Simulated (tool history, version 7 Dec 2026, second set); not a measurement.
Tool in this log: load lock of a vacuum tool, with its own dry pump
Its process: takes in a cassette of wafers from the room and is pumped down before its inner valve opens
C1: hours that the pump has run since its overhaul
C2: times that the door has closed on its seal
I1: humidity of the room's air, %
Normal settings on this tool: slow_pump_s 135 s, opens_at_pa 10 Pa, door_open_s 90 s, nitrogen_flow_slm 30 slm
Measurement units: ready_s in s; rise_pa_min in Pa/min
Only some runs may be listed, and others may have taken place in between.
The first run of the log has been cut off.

{"run": 2, "hour": 237.7, "slow_pump_s": 135, "opens_at_pa": 10, "door_open_s": 90, "nitrogen_flow_slm": 30, "C1": 3398, "C2": 26320, "I1": 45.3, "ready_s": 253.9, "rise_pa_min": 0.066}
{"run": 3, "hour": 726.3, "slow_pump_s": 135, "opens_at_pa": 10, "door_open_s": 90, "nitrogen_flow_slm": 30, "C1": 3887, "C2": 27642, "I1": 41, "ready_s": 253.8, "rise_pa_min": 0.068}
{"run": 4, "hour": 982.6, "slow_pump_s": 135, "opens_at_pa": 10, "door_open_s": 90, "nitrogen_flow_slm": 30, "C1": 4143, "C2": 28335, "I1": 43.9, "ready_s": 253.5, "rise_pa_min": 0.076}
{"run": 5, "hour": 1400.1, "slow_pump_s": 135, "opens_at_pa": 10, "door_open_s": 94, "nitrogen_flow_slm": 30, "C1": 4560, "C2": 29464, "I1": 48.3, "ready_s": 254.6, "rise_pa_min": 0.077}
{"run": 6, "hour": 1652.8, "slow_pump_s": 135, "opens_at_pa": 10, "door_open_s": 94, "nitrogen_flow_slm": 30, "C1": 4813, "C2": 30148, "I1": 44.2, "ready_s": 258.3, "rise_pa_min": 0.078}
{"run": 7, "hour": 1958.8, "slow_pump_s": 135, "opens_at_pa": 10, "door_open_s": 94, "nitrogen_flow_slm": 30, "C1": 5119, "C2": 30976, "I1": 47.9, "ready_s": 255.4, "rise_pa_min": 0.081}
{"run": 8, "hour": 2406.5, "slow_pump_s": 135, "opens_at_pa": 10, "door_open_s": 94, "nitrogen_flow_slm": 30, "C1": 5567, "C2": 32187, "I1": 43.9, "ready_s": 254.5, "rise_pa_min": 0.078}
{"run": 9, "hour": 2752.1, "slow_pump_s": 135, "opens_at_pa": 10, "door_open_s": 94, "nitrogen_flow_slm": 30, "C1": 5912, "C2": 33122, "I1": 44.8, "ready_s": 256.8, "rise_pa_min": 0.084}
{"run": 10, "hour": 3259.3, "slow_pump_s": 135, "opens_at_pa": 10, "door_open_s": 94, "nitrogen_flow_slm": 30, "C1": 6420, "C2": 34494, "I1": 46.2, "ready_s": 257.6, "rise_pa_min": 0.081}
{"run": 11, "hour": 3633.5, "slow_pump_s": 135, "opens_at_pa": 10, "door_open_s": 90, "nitrogen_flow_slm": 30, "C1": 6794, "C2": 35506, "I1": 47.3, "ready_s": 256.2, "rise_pa_min": 0.088}
{"run": 12, "hour": 3962.9, "slow_pump_s": 135, "opens_at_pa": 10, "door_open_s": 90, "nitrogen_flow_slm": 30, "C1": 7123, "C2": 36397, "I1": 47, "ready_s": 257.1, "rise_pa_min": 0.093}
{"run": 13, "hour": 4238.4, "slow_pump_s": 135, "opens_at_pa": 10, "door_open_s": 90, "nitrogen_flow_slm": 30, "C1": 7399, "C2": 37142, "I1": 45, "ready_s": 258.7, "rise_pa_min": 0.096}
{"run": 14, "hour": 4755.7, "slow_pump_s": 135, "opens_at_pa": 10, "door_open_s": 90, "nitrogen_flow_slm": 30, "C1": 7916, "C2": 38542, "I1": 48.2, "ready_s": 260.7, "rise_pa_min": 0.1}
{"run": 15, "hour": 5104.7, "slow_pump_s": 135, "opens_at_pa": 10, "door_open_s": 90, "nitrogen_flow_slm": 30, "C1": 8265, "C2": 39486, "I1": 43.6, "ready_s": 256.4, "rise_pa_min": 0.097}
{"run": 16, "hour": 5437.8, "slow_pump_s": 135, "opens_at_pa": 10, "door_open_s": 193, "nitrogen_flow_slm": 30, "C1": 8598, "C2": 40387, "I1": 44.8, "ready_s": 259.1, "rise_pa_min": 0.12}
{"run": 17, "hour": 5959.3, "slow_pump_s": 135, "opens_at_pa": 10, "door_open_s": 193, "nitrogen_flow_slm": 30, "C1": 9120, "C2": 41798, "I1": 44.9, "ready_s": 260.9, "rise_pa_min": 0.123}
{"run": 18, "hour": 6493.4, "slow_pump_s": 135, "opens_at_pa": 10, "door_open_s": 193, "nitrogen_flow_slm": 30, "C1": 9654, "C2": 43242, "I1": 41.8, "ready_s": 262.9, "rise_pa_min": 0.128}
{"run": 19, "hour": 6984.9, "slow_pump_s": 135, "opens_at_pa": 10, "door_open_s": 193, "nitrogen_flow_slm": 30, "C1": 10145, "C2": 44572, "I1": 46, "ready_s": 263.8, "rise_pa_min": 0.133}
{"run": 20, "hour": 7321.5, "slow_pump_s": 135, "opens_at_pa": 8, "door_open_s": 33, "nitrogen_flow_slm": 30, "C1": 10482, "C2": 45482, "I1": 49, "ready_s": 267.9, "rise_pa_min": 0.105}
{"run": 21, "hour": 7732.5, "slow_pump_s": 135, "opens_at_pa": 8, "door_open_s": 33, "nitrogen_flow_slm": 30, "C1": 10893, "C2": 46594, "I1": 43, "ready_s": 268.3, "rise_pa_min": 0.113}
{"run": 22, "hour": 8266.2, "slow_pump_s": 260, "opens_at_pa": 11, "door_open_s": 65, "nitrogen_flow_slm": 28, "C1": 11426, "C2": 48038, "I1": 44.4, "ready_s": 357.9, "rise_pa_min": 0.126}
{"run": 23, "hour": 8608.1, "slow_pump_s": 260, "opens_at_pa": 11, "door_open_s": 65, "nitrogen_flow_slm": 28, "C1": 11768, "C2": 48963, "I1": 48.7, "ready_s": 362, "rise_pa_min": 0.128}
{"run": 24, "hour": 9172.5, "slow_pump_s": 260, "opens_at_pa": 11, "door_open_s": 65, "nitrogen_flow_slm": 28, "C1": 12333, "C2": 50490, "I1": 47.3, "ready_s": 358.8, "rise_pa_min": 0.131}
{"run": 25, "hour": 9610.9, "slow_pump_s": 254, "opens_at_pa": 8, "door_open_s": 90, "nitrogen_flow_slm": 30, "C1": 12771, "C2": 51676, "I1": 47.2, "ready_s": 359.4, "rise_pa_min": 0.141}
{"run": 26, "hour": 10068.1, "slow_pump_s": 254, "opens_at_pa": 8, "door_open_s": 90, "nitrogen_flow_slm": 30, "C1": 13228, "C2": 52912, "I1": 45.3, "ready_s": 362.7, "rise_pa_min": 0.145}

Run 27 comes next. What will it give?
{"run": 27, "hour": 10449.8, "slow_pump_s": 139, "opens_at_pa": 10, "door_open_s": 90, "nitrogen_flow_slm": 30, "C1": 13610, "C2": 53945, "I1": 44.5, "ready_s": "?", "rise_pa_min": "?"}

{"run 27": {"ready_s": 270.2, "rise_pa_min": 0.144}}
Without the tool's hidden state the same run would have given ready_s 254.6 s, rise_pa_min 0.024 Pa/min.

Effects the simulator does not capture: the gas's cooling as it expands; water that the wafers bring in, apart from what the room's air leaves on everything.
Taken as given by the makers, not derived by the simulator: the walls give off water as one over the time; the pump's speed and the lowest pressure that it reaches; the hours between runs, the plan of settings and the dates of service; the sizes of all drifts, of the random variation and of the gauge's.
